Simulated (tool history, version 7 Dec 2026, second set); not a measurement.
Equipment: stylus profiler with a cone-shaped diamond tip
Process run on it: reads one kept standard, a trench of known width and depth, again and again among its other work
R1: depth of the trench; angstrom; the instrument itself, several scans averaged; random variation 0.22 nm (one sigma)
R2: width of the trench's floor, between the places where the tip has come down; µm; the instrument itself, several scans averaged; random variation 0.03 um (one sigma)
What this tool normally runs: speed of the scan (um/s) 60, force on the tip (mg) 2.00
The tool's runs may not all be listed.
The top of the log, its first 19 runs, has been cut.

run 20 hour=746.6 | speed_of_the_scan_(um/s)=82 force_on_the_tip_(mg)=0.89 | R1=10060.6 R2=24.56
run 21 hour=785.2 | speed_of_the_scan_(um/s)=25 force_on_the_tip_(mg)=2.00 | R1=10091.3 R2=24.87
run 22 hour=839.9 | speed_of_the_scan_(um/s)=60 force_on_the_tip_(mg)=2.39 | R1=10103.8 R2=24.72
run 23 hour=888.5 | speed_of_the_scan_(um/s)=60 force_on_the_tip_(mg)=2.39 | R1=10103.1 R2=24.69
run 24 hour=918.8 | speed_of_the_scan_(um/s)=133 force_on_the_tip_(mg)=2.90 | R1=10117.3 R2=24.56
run 25 hour=953.4 | speed_of_the_scan_(um/s)=171 force_on_the_tip_(mg)=0.89 | R1=10061.8 R2=24.07
run 26 hour=976.8 | speed_of_the_scan_(um/s)=23 force_on_the_tip_(mg)=1.43 | R1=10079.1 R2=24.74
run 27 hour=1020.4 | speed_of_the_scan_(um/s)=128 force_on_the_tip_(mg)=2.15 | R1=10098.0 R2=24.44
run 28 hour=1059.3 | speed_of_the_scan_(um/s)=95 force_on_the_tip_(mg)=0.81 | R1=10064.8 R2=24.31
run 29 hour=1110.8 | speed_of_the_scan_(um/s)=33 force_on_the_tip_(mg)=1.44 | R1=10081.4 R2=24.67
run 30 hour=1141.6 | speed_of_the_scan_(um/s)=33 force_on_the_tip_(mg)=1.44 | R1=10078.4 R2=24.59
run 31 hour=1178.5 | speed_of_the_scan_(um/s)=221 force_on_the_tip_(mg)=3.71 | R1=10133.5 R2=24.26

4 ways to go on from here, each from the tool as it stands after run 31. What would each give?
run A hour=1221.8 | speed_of_the_scan_(um/s)=175 force_on_the_tip_(mg)=2.00 | R1=? R2=?
run B hour=1221.8 | speed_of_the_scan_(um/s)=20 force_on_the_tip_(mg)=0.76 | R1=? R2=?
run C hour=1221.8 | speed_of_the_scan_(um/s)=45 force_on_the_tip_(mg)=3.93 | R1=? R2=?
run D hour=1221.8 | speed_of_the_scan_(um/s)=221 force_on_the_tip_(mg)=4.16 | R1=? R2=?

run=A R1=10098.6 R2=24.19
run=B R1=10063.3 R2=24.57
run=C R1=10139.6 R2=24.60
run=D R1=10142.2 R2=24.20
What these runs would have given with no unlogged condition in the tool:
run=A R1=10073.7 R2=25.49
run=B R1=10038.5 R2=25.86
run=C R1=10114.6 R2=25.89
run=D R1=10117.2 R2=25.49

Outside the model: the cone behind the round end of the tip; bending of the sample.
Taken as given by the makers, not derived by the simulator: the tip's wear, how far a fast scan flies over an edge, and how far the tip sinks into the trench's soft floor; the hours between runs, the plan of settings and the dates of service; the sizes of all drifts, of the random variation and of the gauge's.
